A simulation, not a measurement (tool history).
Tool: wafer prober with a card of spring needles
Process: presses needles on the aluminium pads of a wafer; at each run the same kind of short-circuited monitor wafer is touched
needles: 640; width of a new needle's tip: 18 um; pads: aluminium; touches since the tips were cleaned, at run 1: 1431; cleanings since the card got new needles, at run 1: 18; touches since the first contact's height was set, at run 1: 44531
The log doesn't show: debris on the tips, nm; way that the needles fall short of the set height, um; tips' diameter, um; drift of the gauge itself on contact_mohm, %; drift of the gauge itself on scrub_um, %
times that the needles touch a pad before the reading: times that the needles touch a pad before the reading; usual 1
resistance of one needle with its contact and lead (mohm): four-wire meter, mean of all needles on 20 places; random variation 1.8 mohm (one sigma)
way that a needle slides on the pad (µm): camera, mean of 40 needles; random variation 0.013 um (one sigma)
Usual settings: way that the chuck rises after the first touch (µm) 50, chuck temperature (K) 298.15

| run | day | way that the chuck rises after the first touch (µm) | chuck temperature (K) | times that the needles touch a pad before the reading | touches since the tips were cleaned | cleanings since the card got new needles | touches since the first contact's height was set | resistance of one needle with its contact and lead (mohm) | way that a needle slides on the pad (µm) |
|---|---|---|---|---|---|---|---|---|---|
| 1 | 0 | 50 | 298.15 | 1 | 1431 | 18 | 44531 | 180 | 8.32 |
|  | 0.717 | tips cleaned on abrasive film |
| 2 | 0.983 | 50 | 298.15 | 1 | 2571 | 19 | 53970 | 180 | 8.33 |
|  | 1.562 | tips cleaned on abrasive film |
| 3 | 2.283 | 50 | 298.15 | 1 | 6905 | 20 | 66402 | 182 | 8.33 |
|  | 2.421 | tips cleaned on abrasive film |
| 4 | 2.954 | 50 | 298.15 | 1 | 5130 | 21 | 72844 | 183 | 8.32 |
|  | 3.179 | tips cleaned on abrasive film |
|  | 4.008 | tips cleaned on abrasive film |
| 5 | 4.162 | 50 | 298.15 | 1 | 1477 | 23 | 84377 | 180 | 8.31 |
|  | 4.8 | tips cleaned on abrasive film |
| 6 | 5.308 | 50 | 298.15 | 1 | 4882 | 24 | 95354 | 180 | 8.34 |
|  | 5.592 | tips cleaned on abrasive film |
|  | 6.383 | tips cleaned on abrasive film |
| 7 | 6.5 | 50 | 298.15 | 1 | 1136 | 26 | 106737 | 180 | 8.35 |
|  | 6.804 | height of the first contact set anew |
|  | 7.183 | tips cleaned on abrasive film |
| 8 | 7.875 | 50 | 298.15 | 1 | 6674 | 27 | 10250 | 181 | 8.33 |
|  | 7.983 | tips cleaned on abrasive film |
|  | 8.796 | tips cleaned on abrasive film |
| 9 | 9.146 | 50 | 298.15 | 1 | 3379 | 29 | 22398 | 181 | 8.32 |
|  | 9.567 | tips cleaned on abrasive film |
| 10 | 10.033 | 50 | 298.15 | 3 | 4480 | 30 | 30887 | 181 | 8.32 |
|  | 10.425 | tips cleaned on abrasive film |
| 11 | 10.967 | 50 | 298.15 | 3 | 5206 | 31 | 39810 | 179 | 8.31 |
|  | 11.233 | tips cleaned on abrasive film |
| 12 | 11.671 | 31 | 298.15 | 1 | 4233 | 32 | 46570 | 189 | 5.16 |
|  | 12.046 | tips cleaned on abrasive film |
| 13 | 12.438 | 50 | 298.15 | 1 | 3767 | 33 | 53910 | 182 | 8.34 |
|  | 12.817 | tips cleaned on abrasive film |
| 14 | 13.196 | 50 | 298.15 | 1 | 3620 | 34 | 61139 | 185 | 8.33 |
|  | 13.575 | tips cleaned on abrasive film |
|  | 14.404 | tips cleaned on abrasive film |
| 15 | 14.662 | 50 | 298.15 | 2 | 2517 | 36 | 75193 | 178 | 8.31 |
|  | 15.221 | tips cleaned on abrasive film |
| 16 | 15.512 | 50 | 298.15 | 1 | 2817 | 37 | 83310 | 180 | 8.31 |
|  | 16.058 | tips cleaned on abrasive film |
| 17 | 16.771 | 50 | 298.15 | 1 | 6863 | 38 | 95386 | 184 | 8.33 |
|  | 16.858 | tips cleaned on abrasive film |
|  | 17.625 | tips cleaned on abrasive film |
| 18 | 18.142 | 47 | 339.15 | 1 | 4966 | 40 | 108473 | 193 | 7.81 |
|  | 18.217 | height of the first contact set anew |
|  | 18.4 | tips cleaned on abrasive film |
|  | 19.2 | tips cleaned on abrasive film |
| 19 | 19.612 | 65 | 298.15 | 2 | 3972 | 42 | 13363 | 175 | 10.81 |
|  | 20.025 | tips cleaned on abrasive film |
| 20 | 20.662 | 53 | 314.15 | 2 | 6153 | 43 | 23435 | 185 | 8.81 |
|  | 20.779 | tips cleaned on abrasive film |
|  | 21.575 | tips cleaned on abrasive film |
| 21 | 21.575 | 61 | 326.15 | 2 | 0 | 45 | 32101 | 185 | 10.15 |
|  | 22.379 | tips cleaned on abrasive film |
| 22 | 22.954 | 61 | 326.15 | 2 | 5518 | 46 | 45342 | 184 | 10.16 |
|  | 23.138 | tips cleaned on abrasive film |
| 23 | 23.883 | 50 | 309.15 | 1 | 7183 | 47 | 54265 | 186 | 8.34 |
|  | 23.975 | tips cleaned on abrasive film |
|  | 24.746 | tips cleaned on abrasive film |
| 24 | 24.867 | 35 | 315.15 | 3 | 1182 | 49 | 63639 | 195 | 5.84 |
|  | 25.592 | tips cleaned on abrasive film |
| 25 | 26.033 | 50 | 325.15 | 1 | 4262 | 50 | 74803 | 187 | 8.33 |
|  | 26.412 | tips cleaned on abrasive film |
| 26 | 26.979 | 55 | 371.15 | 1 | 5464 | 51 | 83878 | 195 | 9.17 |
|  | 27.279 | tips cleaned on abrasive film |
| 27 | 27.688 | 55 | 371.15 | 1 | 3916 | 52 | 90632 | 195 | 9.15 |
|  | 28.075 | tips cleaned on abrasive film |
| 28 | 28.496 | 55 | 371.15 | 1 | 4062 | 53 | 98372 | 194 | 9.17 |
|  | 28.858 | tips cleaned on abrasive film |
| 29 | 29.262 | 55 | 371.15 | 1 | 3893 | 54 | 105704 | 196 | 9.16 |
|  | 29.638 | tips cleaned on abrasive film |
|  | 29.65 | height of the first contact set anew |
| 30 | 30.192 | 55 | 371.15 | 1 | 5216 | 55 | 5216 | 195 | 9.14 |
|  | 30.492 | tips cleaned on abrasive film |
| 31 | 31.175 | 31 | 371.15 | 3 | 6581 | 56 | 14660 | 208 | 5.16 |
|  | 31.267 | tips cleaned on abrasive film |
|  | 32.075 | tips cleaned on abrasive film |
| 32 | 32.075 | 46 | 340.15 | 3 | 0 | 58 | 23235 | 196 | 7.66 |

3 ways to go on from here, each from the tool as it stands after run 32. What would each give?
|  | 32.854 | tips cleaned on abrasive film |
| A | 33.312 | 32 | 340.15 | 2 | 4400 | 59 | 35074 | ? | ? |
|  | 32.854 | tips cleaned on abrasive film |
| B | 33.312 | 30 | 301.15 | 2 | 4400 | 59 | 35074 | ? | ? |
|  | 32.854 | tips cleaned on abrasive film |
| C | 33.312 | 46 | 340.15 | 1 | 4400 | 59 | 35074 | ? | ? |

| run | resistance of one needle with its contact and lead (mohm) | way that a needle slides on the pad (µm) |
|---|---|---|
| A | 197 | 5.32 |
| B | 193 | 5 |
| C | 194 | 7.69 |
Without the tool's hidden state the same runs would have given:
| run | resistance of one needle with its contact and lead (mohm) | way that a needle slides on the pad (µm) |
|---|---|---|
| A | 197 | 5.32 |
| B | 193 | 5 |
| C | 194 | 7.69 |
